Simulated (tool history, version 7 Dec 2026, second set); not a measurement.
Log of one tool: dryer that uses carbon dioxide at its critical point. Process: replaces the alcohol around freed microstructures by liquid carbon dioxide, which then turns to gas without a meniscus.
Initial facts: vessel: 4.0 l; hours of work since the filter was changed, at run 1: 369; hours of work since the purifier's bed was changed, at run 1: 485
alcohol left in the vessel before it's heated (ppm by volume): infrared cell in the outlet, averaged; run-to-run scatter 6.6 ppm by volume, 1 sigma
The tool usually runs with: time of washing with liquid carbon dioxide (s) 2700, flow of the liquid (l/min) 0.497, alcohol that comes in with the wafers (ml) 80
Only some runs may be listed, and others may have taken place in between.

run	hour	time of washing with liquid carbon dioxide (s)	flow of the liquid (l/min)	alcohol that comes in with the wafers (ml)	hours of work since the filter was changed	hours of work since the purifier's bed was changed	alcohol left in the vessel before it's heated (ppm by volume)
1	0	2700	0.497	80	369	485	426
2	43.7	2700	0.497	80	388	504	438
3	89.5	2700	0.497	80	408	524	446
4	123.4	2700	0.497	32	423	539	195
5	171	2700	0.564	80	443	559	284
6	209.6	2700	0.564	80	460	576	292
7	264.4	2700	0.564	80	484	600	294
8	304.4	2700	0.564	80	501	617	290
9	371	2700	0.783	80	530	646	90
# hour 412.7: inlet filter changed
10	430.1	2700	0.497	80	7	671	332
11	477.4	2700	0.356	80	28	692	1082
12	505.3	2700	0.699	80	40	704	85
13	560.9	2700	0.699	80	64	728	102
14	606.7	2700	0.699	80	84	748	87
15	651.2	4200	0.568	25	103	767	49
16	692.9	3480	0.475	25	121	785	91
17	729.9	3480	0.341	70	137	801	557
18	786.2	3480	0.341	70	162	825	567
19	850.3	3480	0.341	70	189	853	574
20	913.6	3420	0.635	34	217	880	66
21	972.8	2700	0.57	71	242	906	227
22	1025.6	2700	0.838	105	265	929	80
23	1088.1	2700	0.838	105	292	956	78
24	1152.7	2700	0.51	24	320	984	152
25	1200.3	2940	0.497	70	341	1005	306
# hour 1251: purifier's bed changed
26	1262.3	2940	0.312	70	366	5	1349

Below, each run's measurement less what the same run would have read without the hidden state. Both values contain the same run-to-run variation, but the gauge's scatter may not be the same in both:
What the log doesn't record here: flow that reaches the vessel past the clogged filter, %; alcohol in the recycled carbon dioxide, ppm; drift of the gauge itself on alcohol_ppm, %.
run	alcohol left in the vessel before it's heated (ppm by volume)
1	+139
2	+148
3	+156
4	+83
5	+118
6	+127
7	+133
8	+135
9	+56
10	+40
11	+59
12	+39
13	+44
14	+45
15	+42
16	+47
17	+97
18	+108
19	+119
20	+49
21	+87
22	+58
23	+60
24	+79
25	+125
26	+273
